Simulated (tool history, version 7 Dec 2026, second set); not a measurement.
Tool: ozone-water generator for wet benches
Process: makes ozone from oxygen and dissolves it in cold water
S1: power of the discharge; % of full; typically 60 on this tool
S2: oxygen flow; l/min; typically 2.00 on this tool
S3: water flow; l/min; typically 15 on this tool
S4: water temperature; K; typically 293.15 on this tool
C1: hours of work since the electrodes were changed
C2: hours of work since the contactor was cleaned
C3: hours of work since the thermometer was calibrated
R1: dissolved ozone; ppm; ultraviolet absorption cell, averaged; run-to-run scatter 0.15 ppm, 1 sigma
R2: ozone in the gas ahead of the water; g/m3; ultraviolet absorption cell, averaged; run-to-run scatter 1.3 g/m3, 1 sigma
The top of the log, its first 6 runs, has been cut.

| run | hour | S1 | S2 | S3 | S4 | C1 | C2 | C3 | R1 | R2 |
|---|---|---|---|---|---|---|---|---|---|---|
| 7 | 283.7 | 60 | 2.00 | 15 | 293.15 | 195 | 4727 | 4661 | 18.7 | 244.0 |
| 8 | 338.1 | 60 | 2.00 | 15 | 293.15 | 231 | 4763 | 4696 | 18.6 | 241.3 |
| 9 | 410.5 | 60 | 2.00 | 15 | 293.15 | 278 | 4810 | 4743 | 18.6 | 242.3 |
| 10 | 441.6 | 60 | 2.00 | 15 | 293.15 | 298 | 4830 | 4764 | 18.7 | 241.6 |
| 11 | 485.0 | 60 | 2.03 | 15 | 293.15 | 327 | 4859 | 4792 | 18.6 | 240.1 |
| 12 | 530.5 | 60 | 2.03 | 15 | 293.15 | 356 | 4888 | 4822 | 18.6 | 241.7 |
| 13 | 581.1 | 60 | 2.00 | 15 | 293.15 | 389 | 4921 | 4855 | 18.5 | 242.9 |
| 14 | 651.4 | 60 | 2.00 | 15 | 293.15 | 435 | 4967 | 4901 | 18.5 | 240.9 |
| 15 | 694.5 | 60 | 2.00 | 15 | 293.15 | 463 | 4995 | 4929 | 18.2 | 242.8 |
| 16 | 758.1 | 60 | 2.00 | 16 | 293.15 | 505 | 5037 | 4970 | 17.5 | 241.7 |
| 17 | 818.9 | 60 | 2.00 | 15 | 292.15 | 545 | 5077 | 5010 | 18.8 | 241.1 |

For run 18, what comes out?
| 18 | 892.7 | 60 | 3.32 | 10 | 291.15 | 593 | 5125 | 5058 | ? | ? |

Run 18 measured R1 28.2 ppm, R2 197.8 g/m3.
Had the tool carried no hidden state, the very same run would have given R1 28.2 ppm, R2 197.8 g/m3.

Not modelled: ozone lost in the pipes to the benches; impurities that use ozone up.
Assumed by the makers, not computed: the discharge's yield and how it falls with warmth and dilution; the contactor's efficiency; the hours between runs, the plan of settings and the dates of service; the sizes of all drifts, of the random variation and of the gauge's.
